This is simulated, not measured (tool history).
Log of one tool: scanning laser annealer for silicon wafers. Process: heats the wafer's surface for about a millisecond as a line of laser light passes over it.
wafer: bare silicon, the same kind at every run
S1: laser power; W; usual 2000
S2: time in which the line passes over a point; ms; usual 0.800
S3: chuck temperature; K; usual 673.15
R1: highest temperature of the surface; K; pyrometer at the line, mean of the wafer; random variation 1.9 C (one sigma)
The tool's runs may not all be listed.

| run | hour | S1 | S2 | S3 | R1 |
|---|---|---|---|---|---|
| 1 | 0.0 | 2000 | 0.800 | 673.15 | 1343.15 |
| 2 | 45.9 | 2000 | 0.800 | 673.15 | 1338.15 |
| 3 | 130.9 | 2000 | 0.800 | 673.15 | 1336.15 |
| 4 | 171.0 | 2000 | 0.800 | 673.15 | 1335.15 |
|  | 229.6 | window over the wafer cleaned |
| 5 | 229.6 | 2000 | 0.800 | 673.15 | 1374.15 |
| 6 | 313.0 | 2000 | 0.800 | 673.15 | 1369.15 |
| 7 | 363.0 | 2000 | 0.800 | 673.15 | 1368.15 |
| 8 | 416.3 | 2159 | 0.800 | 673.15 | 1429.15 |
| 9 | 490.6 | 2159 | 0.800 | 673.15 | 1424.15 |
| 10 | 556.0 | 2159 | 0.800 | 673.15 | 1423.15 |
| 11 | 635.8 | 2159 | 0.800 | 673.15 | 1418.15 |
| 12 | 690.4 | 2000 | 0.800 | 673.15 | 1348.15 |
| 13 | 775.6 | 1826 | 0.800 | 673.15 | 1277.15 |
| 14 | 864.0 | 1959 | 0.800 | 673.15 | 1327.15 |
| 15 | 934.4 | 2067 | 0.800 | 673.15 | 1365.15 |
| 16 | 1002.6 | 2067 | 0.607 | 673.15 | 1256.15 |
| 17 | 1068.4 | 2067 | 0.607 | 673.15 | 1257.15 |
| 18 | 1148.2 | 2000 | 0.800 | 673.15 | 1328.15 |
|  | 1165.1 | optics aligned, line set to its width |
| 19 | 1217.0 | 2000 | 0.800 | 673.15 | 1336.15 |
|  | 1238.2 | window over the wafer cleaned |
| 20 | 1284.0 | 2000 | 0.800 | 673.15 | 1386.15 |
| 21 | 1346.7 | 2135 | 0.924 | 704.15 | 1534.15 |
| 22 | 1407.6 | 2139 | 0.567 | 636.15 | 1261.15 |
| 23 | 1467.1 | 2000 | 0.800 | 648.15 | 1349.15 |
| 24 | 1519.5 | 2117 | 0.800 | 702.15 | 1450.15 |
| 25 | 1606.5 | 2117 | 0.800 | 702.15 | 1446.15 |
| 26 | 1682.1 | 2117 | 0.800 | 702.15 | 1442.15 |
| 27 | 1760.1 | 2117 | 0.800 | 702.15 | 1435.15 |
| 28 | 1843.0 | 2117 | 0.800 | 702.15 | 1433.15 |
| 29 | 1925.6 | 1819 | 0.666 | 673.15 | 1219.15 |
| 30 | 2012.3 | 1819 | 0.666 | 673.15 | 1215.15 |
| 31 | 2095.5 | 2112 | 0.800 | 653.15 | 1366.15 |
| 32 | 2148.7 | 1869 | 0.903 | 673.15 | 1333.15 |
| 33 | 2221.7 | 2000 | 0.738 | 673.15 | 1309.15 |
|  | 2242.1 | window over the wafer cleaned |
| 34 | 2282.7 | 2112 | 0.872 | 675.15 | 1471.15 |
| 35 | 2338.9 | 1806 | 0.679 | 703.15 | 1274.15 |
| 36 | 2375.2 | 2040 | 0.594 | 703.15 | 1313.15 |

Forecast each of these 3 alternatives for the next run:
| A | 2455.9 | 2036 | 0.561 | 637.15 | ? |
| B | 2455.9 | 2030 | 0.937 | 678.15 | ? |
| C | 2455.9 | 2040 | 0.574 | 703.15 | ? |

| run | R1 |
|---|---|
| A | 1222.15 |
| B | 1459.15 |
| C | 1296.15 |
Without the tool's hidden state the same runs would have given:
| run | R1 |
|---|---|
| A | 1229.15 |
| B | 1469.15 |
| C | 1304.15 |
